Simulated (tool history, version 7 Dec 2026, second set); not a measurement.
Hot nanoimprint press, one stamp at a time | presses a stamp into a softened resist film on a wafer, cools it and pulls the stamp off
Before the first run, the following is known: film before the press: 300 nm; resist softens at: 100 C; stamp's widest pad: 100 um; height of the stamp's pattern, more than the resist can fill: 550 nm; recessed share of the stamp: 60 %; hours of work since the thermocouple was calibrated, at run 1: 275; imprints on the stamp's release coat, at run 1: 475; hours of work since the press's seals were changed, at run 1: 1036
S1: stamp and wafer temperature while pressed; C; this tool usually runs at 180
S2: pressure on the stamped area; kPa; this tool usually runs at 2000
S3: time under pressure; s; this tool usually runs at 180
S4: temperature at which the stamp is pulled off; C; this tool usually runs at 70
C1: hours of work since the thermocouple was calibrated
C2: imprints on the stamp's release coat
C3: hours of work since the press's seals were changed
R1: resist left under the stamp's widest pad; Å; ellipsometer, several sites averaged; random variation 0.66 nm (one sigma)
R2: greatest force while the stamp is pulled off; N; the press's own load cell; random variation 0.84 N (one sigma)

run 1 hour=0.0 | S1=180 S2=2000 S3=180 S4=70 | C1=275 C2=475 C3=1036 | R1=1315 R2=100.1
run 2 hour=78.2 | S1=180 S2=2000 S3=180 S4=70 | C1=327 C2=676 C3=1088 | R1=1311 R2=103.5
-- hour=110.3 plate thermocouple calibrated
run 3 hour=132.8 | S1=180 S2=2000 S3=103 S4=70 | C1=15 C2=808 C3=1122 | R1=1594 R2=102.5
-- hour=146.7 stamp cleaned and given a new release coat
run 4 hour=200.9 | S1=180 S2=1410 S3=180 S4=70 | C1=56 C2=139 C3=1163 | R1=1540 R2=96.7
run 5 hour=279.0 | S1=180 S2=2000 S3=180 S4=70 | C1=108 C2=340 C3=1215 | R1=1331 R2=99.7
run 6 hour=335.4 | S1=180 S2=2000 S3=180 S4=70 | C1=145 C2=484 C3=1252 | R1=1332 R2=102.6
run 7 hour=410.8 | S1=180 S2=2000 S3=180 S4=70 | C1=195 C2=678 C3=1302 | R1=1340 R2=102.3
run 8 hour=448.5 | S1=180 S2=2000 S3=138 S4=70 | C1=220 C2=775 C3=1327 | R1=1463 R2=103.6
-- hour=479.0 stamp cleaned and given a new release coat
run 9 hour=490.5 | S1=180 S2=2000 S3=138 S4=70 | C1=244 C2=29 C3=1351 | R1=1489 R2=95.5
-- hour=503.4 press's hydraulic seals changed and the load cell set to zero
run 10 hour=532.0 | S1=180 S2=2000 S3=138 S4=70 | C1=267 C2=115 C3=19 | R1=1415 R2=98.0
run 11 hour=589.2 | S1=180 S2=2000 S3=180 S4=67 | C1=304 C2=262 C3=57 | R1=1276 R2=99.5
-- hour=656.3 plate thermocouple calibrated
run 12 hour=656.4 | S1=180 S2=2000 S3=180 S4=67 | C1=0 C2=427 C3=100 | R1=1232 R2=101.2
run 13 hour=711.7 | S1=180 S2=1690 S3=180 S4=72 | C1=37 C2=569 C3=136 | R1=1364 R2=97.3
run 14 hour=757.8 | S1=180 S2=3140 S3=122 S4=70 | C1=67 C2=687 C3=167 | R1=1154 R2=103.0
run 15 hour=807.2 | S1=170 S2=2000 S3=180 S4=59 | C1=100 C2=814 C3=200 | R1=1945 R2=108.6
-- hour=820.9 stamp cleaned and given a new release coat
run 16 hour=849.9 | S1=175 S2=2000 S3=180 S4=70 | C1=124 C2=74 C3=224 | R1=1578 R2=95.8
run 17 hour=886.9 | S1=171 S2=1660 S3=211 S4=60 | C1=149 C2=169 C3=248 | R1=1935 R2=102.6
run 18 hour=924.0 | S1=171 S2=1660 S3=211 S4=60 | C1=174 C2=264 C3=273 | R1=1949 R2=103.0
run 19 hour=961.8 | S1=169 S2=1740 S3=180 S4=59 | C1=199 C2=362 C3=298 | R1=2140 R2=103.2
run 20 hour=1018.6 | S1=169 S2=1740 S3=180 S4=59 | C1=236 C2=507 C3=336 | R1=2146 R2=107.7
run 21 hour=1076.4 | S1=180 S2=1400 S3=272 S4=66 | C1=275 C2=656 C3=374 | R1=1303 R2=104.0
run 22 hour=1113.5 | S1=180 S2=1400 S3=272 S4=66 | C1=299 C2=751 C3=399 | R1=1297 R2=106.0

Had the tool no unlogged condition, and each run kept its random variation, what would the results have been?
The hidden state here: true temperature over the reading, C; pressure that arrives at the usual setting, %; grip of the stamp's worn release coat, % over a new coat's; drift of the gauge itself on residual_nm, %; drift of the gauge itself on pull_off_n, %.
run=1 R1=1255 R2=95.1
run=2 R1=1243 R2=96.2
run=3 R1=1529 R2=94.0
run=4 R1=1487 R2=95.1
run=5 R1=1258 R2=96.0
run=6 R1=1254 R2=97.3
run=7 R1=1255 R2=95.0
run=8 R1=1370 R2=95.2
run=9 R1=1391 R2=94.9
run=10 R1=1384 R2=96.5
run=11 R1=1241 R2=96.5
run=12 R1=1242 R2=96.7
run=13 R1=1369 R2=91.6
run=14 R1=1152 R2=95.9
run=15 R1=1941 R2=99.6
run=16 R1=1570 R2=95.0
run=17 R1=1925 R2=100.8
run=18 R1=1934 R2=100.1
run=19 R1=2122 R2=99.2
run=20 R1=2122 R2=102.0
run=21 R1=1279 R2=96.9
run=22 R1=1270 R2=97.8
